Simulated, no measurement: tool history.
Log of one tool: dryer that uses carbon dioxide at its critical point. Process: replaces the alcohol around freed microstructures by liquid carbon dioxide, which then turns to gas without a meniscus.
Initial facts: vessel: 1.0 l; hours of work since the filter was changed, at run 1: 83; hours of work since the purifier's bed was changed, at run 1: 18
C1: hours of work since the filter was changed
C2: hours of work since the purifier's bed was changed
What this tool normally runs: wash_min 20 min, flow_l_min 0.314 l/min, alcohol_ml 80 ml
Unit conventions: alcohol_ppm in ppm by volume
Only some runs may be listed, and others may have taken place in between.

{"run": 1, "hour": 0.0, "wash_min": 20, "flow_l_min": 0.314, "alcohol_ml": 80, "C1": 83, "C2": 18, "alcohol_ppm": 417}
{"run": 2, "hour": 4.7, "wash_min": 20, "flow_l_min": 0.314, "alcohol_ml": 80, "C1": 86, "C2": 21, "alcohol_ppm": 425}
{"run": 3, "hour": 14.4, "wash_min": 20, "flow_l_min": 0.314, "alcohol_ml": 80, "C1": 91, "C2": 27, "alcohol_ppm": 424}
{"run": 4, "hour": 20.0, "wash_min": 20, "flow_l_min": 0.314, "alcohol_ml": 80, "C1": 94, "C2": 30, "alcohol_ppm": 443}
{"run": 5, "hour": 26.4, "wash_min": 20, "flow_l_min": 0.314, "alcohol_ml": 80, "C1": 98, "C2": 33, "alcohol_ppm": 407}
{"run": 6, "hour": 35.8, "wash_min": 20, "flow_l_min": 0.314, "alcohol_ml": 21, "C1": 103, "C2": 39, "alcohol_ppm": 127}
{"run": 7, "hour": 42.5, "wash_min": 20, "flow_l_min": 0.314, "alcohol_ml": 21, "C1": 107, "C2": 42, "alcohol_ppm": 120}
{"run": 8, "hour": 50.3, "wash_min": 20, "flow_l_min": 0.314, "alcohol_ml": 21, "C1": 112, "C2": 47, "alcohol_ppm": 122}
{"run": 9, "hour": 56.0, "wash_min": 20, "flow_l_min": 0.314, "alcohol_ml": 114, "C1": 115, "C2": 50, "alcohol_ppm": 625}
{"run": 10, "hour": 64.4, "wash_min": 20, "flow_l_min": 0.314, "alcohol_ml": 114, "C1": 120, "C2": 55, "alcohol_ppm": 629}
{"run": 11, "hour": 75.2, "wash_min": 20, "flow_l_min": 0.402, "alcohol_ml": 73, "C1": 126, "C2": 61, "alcohol_ppm": 116}
{"run": 12, "hour": 81.9, "wash_min": 13, "flow_l_min": 0.372, "alcohol_ml": 25, "C1": 129, "C2": 65, "alcohol_ppm": 471}
{"run": 13, "hour": 91.4, "wash_min": 13, "flow_l_min": 0.372, "alcohol_ml": 25, "C1": 135, "C2": 70, "alcohol_ppm": 479}
{"run": 14, "hour": 96.4, "wash_min": 20, "flow_l_min": 0.314, "alcohol_ml": 96, "C1": 138, "C2": 73, "alcohol_ppm": 537}
{"run": 15, "hour": 106.6, "wash_min": 20, "flow_l_min": 0.314, "alcohol_ml": 96, "C1": 143, "C2": 79, "alcohol_ppm": 540}
{"run": 16, "hour": 112.9, "wash_min": 20, "flow_l_min": 0.314, "alcohol_ml": 96, "C1": 147, "C2": 82, "alcohol_ppm": 562}
{"run": 17, "hour": 122.3, "wash_min": 20, "flow_l_min": 0.442, "alcohol_ml": 96, "C1": 152, "C2": 87, "alcohol_ppm": 95}

Predict the results of run 18:
{"run": 18, "hour": 128.8, "wash_min": 31, "flow_l_min": 0.442, "alcohol_ml": 24, "C1": 156, "C2": 91, "alcohol_ppm": "?"}

Run 18 yielded alcohol_ppm 28 ppm by volume.
Were there no unlogged condition in the tool, this run, its random variation unchanged, would have produced alcohol_ppm 9 ppm by volume.

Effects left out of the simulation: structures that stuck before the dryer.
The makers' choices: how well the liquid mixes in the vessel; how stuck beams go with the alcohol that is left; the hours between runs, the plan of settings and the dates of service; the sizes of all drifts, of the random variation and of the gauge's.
